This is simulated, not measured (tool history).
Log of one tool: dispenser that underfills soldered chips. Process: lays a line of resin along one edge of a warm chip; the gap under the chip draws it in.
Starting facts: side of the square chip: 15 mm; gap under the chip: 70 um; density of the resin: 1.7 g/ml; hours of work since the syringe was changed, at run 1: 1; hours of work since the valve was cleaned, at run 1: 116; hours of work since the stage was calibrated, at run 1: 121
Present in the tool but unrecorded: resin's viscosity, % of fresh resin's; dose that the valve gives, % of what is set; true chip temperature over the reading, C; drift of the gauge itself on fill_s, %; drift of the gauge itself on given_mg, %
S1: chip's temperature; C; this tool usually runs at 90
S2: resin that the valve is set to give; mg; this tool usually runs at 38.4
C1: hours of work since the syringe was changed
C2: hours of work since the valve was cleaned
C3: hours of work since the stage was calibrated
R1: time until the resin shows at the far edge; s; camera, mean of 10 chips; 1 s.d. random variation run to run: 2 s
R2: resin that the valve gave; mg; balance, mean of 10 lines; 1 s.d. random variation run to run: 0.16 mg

Run 1, hour 0: usual settings; C1 1; C2 116; C3 121. Result: R1 208.6 s, R2 34.36 mg.
At hour 10.5: dispensing valve cleaned and set on the balance.
Run 2, hour 11.6: usual settings but S2 40 mg; C1 9; C2 1; C3 128. Result: R1 280 s, R2 40.03 mg.
At hour 16: new syringe of resin.
Run 3, hour 21: usual settings but S1 98 C; C1 3; C2 7; C3 134. Result: R1 165.3 s, R2 37.92 mg.
At hour 32.7: new syringe of resin.
Run 4, hour 34.3: usual settings but S1 87 C; C1 1; C2 16; C3 143. Result: R1 233.3 s, R2 37.71 mg.
Run 5, hour 43.9: usual settings; C1 8; C2 23; C3 150. Result: R1 269.5 s, R2 37.78 mg.
At hour 49.5: new syringe of resin.
Run 6, hour 53.6: usual settings; C1 3; C2 29; C3 156. Result: R1 217.4 s, R2 37.34 mg.
At hour 66.9: new syringe of resin.
Run 7, hour 71.3: usual settings; C1 3; C2 41; C3 168. Result: R1 225.1 s, R2 36.58 mg.
Run 8, hour 78.4: usual settings; C1 8; C2 46; C3 173. Result: R1 277.2 s, R2 36.85 mg.
At hour 83.3: new syringe of resin.
Run 9, hour 92.9: usual settings but S2 42.8 mg; C1 7; C2 56; C3 183. Result: R1 259.9 s, R2 40.21 mg.
At hour 99.4: new syringe of resin.
Run 10, hour 108.4: usual settings but S2 42.8 mg; C1 6; C2 66; C3 194. Result: R1 245 s, R2 40.07 mg.
At hour 116.6: new syringe of resin.
Run 11, hour 119.2: usual settings but S2 42.8 mg; C1 2; C2 73; C3 201. Result: R1 208.7 s, R2 40.12 mg.

Each row is a separate what-if for the run after 11, all from the same tool condition, not one after another. Results?
Run A, hour 130.2: usual settings but S2 49.7 mg; C1 9; C2 81; C3 208. Result: R1 ?, R2 ?.
Run B, hour 130.2: usual settings but S1 78 C, S2 49.6 mg; C1 9; C2 81; C3 208. Result: R1 ?, R2 ?.
Run C, hour 130.2: usual settings but S2 45.3 mg; C1 9; C2 81; C3 208. Result: R1 ?, R2 ?.
Run D, hour 130.2: usual settings but S1 81 C, S2 37.4 mg; C1 9; C2 81; C3 208. Result: R1 ?, R2 ?.
Run E, hour 130.2: usual settings but S1 76 C, S2 37.7 mg; C1 9; C2 81; C3 208. Result: R1 ?, R2 ?.

run     R1     R2
  A  290.1  45.96
  B  477.9  46.03
  C  296.1  42.59
  D  437.4  34.66
  E  538.4  34.76
With the hidden condition removed and each run's random variation left untouched, the same runs would have given:
run     R1     R2
  A  195.2  49.62
  B  322.2  49.69
  C  198.6  45.98
  D  290.3  37.43
  E  358.1  37.53
